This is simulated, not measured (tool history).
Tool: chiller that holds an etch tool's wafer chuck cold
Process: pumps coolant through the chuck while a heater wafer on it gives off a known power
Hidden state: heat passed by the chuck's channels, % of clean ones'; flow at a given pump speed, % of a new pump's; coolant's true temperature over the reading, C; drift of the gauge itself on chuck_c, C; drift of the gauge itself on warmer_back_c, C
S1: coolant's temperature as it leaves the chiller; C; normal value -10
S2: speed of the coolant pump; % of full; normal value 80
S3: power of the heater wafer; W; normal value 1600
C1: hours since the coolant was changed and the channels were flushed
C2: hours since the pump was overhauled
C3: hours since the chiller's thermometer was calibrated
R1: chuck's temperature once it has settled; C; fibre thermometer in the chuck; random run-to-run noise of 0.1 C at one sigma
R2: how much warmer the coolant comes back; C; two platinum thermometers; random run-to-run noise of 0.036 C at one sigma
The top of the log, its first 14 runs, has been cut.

run,hour,S1,S2,S3,C1,C2,C3,R1,R2
15,909.3,-4,80,1600,306,1169,1169,7.6,6.79
16,975.5,-4,80,1600,372,1235,1235,7.6,6.86
17,1045.9,-15,65,1600,442,1305,1305,-1.4,8.51
18,1115.6,-6,80,1371,512,1375,1375,4.1,5.84
19,1198.1,-11,74,1661,594,1457,1457,1.8,7.65
20,1238.8,-11,74,1661,635,1498,1498,2.0,7.67
21,1290.3,-11,74,1661,687,1550,1550,2.1,7.70
22,1361.2,-19,77,1661,758,1620,1620,-6.5,7.41
23,1449.8,-19,77,1661,846,1709,1709,-6.5,7.39
24,1507.7,-10,80,1326,904,1767,1767,-0.3,5.64
25,1572.8,-9,93,1600,969,1832,1832,1.4,5.85
26,1661.2,-1,80,1600,1058,1920,1920,10.6,6.91
27,1728.1,-1,80,1600,1124,1987,1987,10.8,6.87
28,1767.4,-1,80,1600,1164,2027,2027,10.9,6.87
29,1852.0,-1,80,1558,1248,2111,2111,10.4,6.71
30,1923.6,-10,63,2113,1320,2183,2183,9.3,11.71
31,1998.9,-10,84,1821,1395,2258,2258,3.1,7.46
32,2053.8,-14,94,1599,1450,2313,2313,-3.5,5.84

Alternative continuations, all from the tool just after run 32; predict every row:
# hour 2099.8: chiller's thermometer calibrated
A,2104.1,-18,74,1726,1499,2362,4,?,?
# hour 2099.8: chiller's thermometer calibrated
B,2104.1,-10,63,1755,1499,2362,4,?,?
# hour 2099.8: chiller's thermometer calibrated
C,2104.1,-7,73,2293,1499,2362,4,?,?

run,R1,R2
A,-4.4,8.15
B,5.8,9.78
C,11.2,10.85
Without the tool's unlogged condition, the same runs would have read:
run,R1,R2
A,-5.1,7.95
B,5.0,9.54
C,10.3,10.59
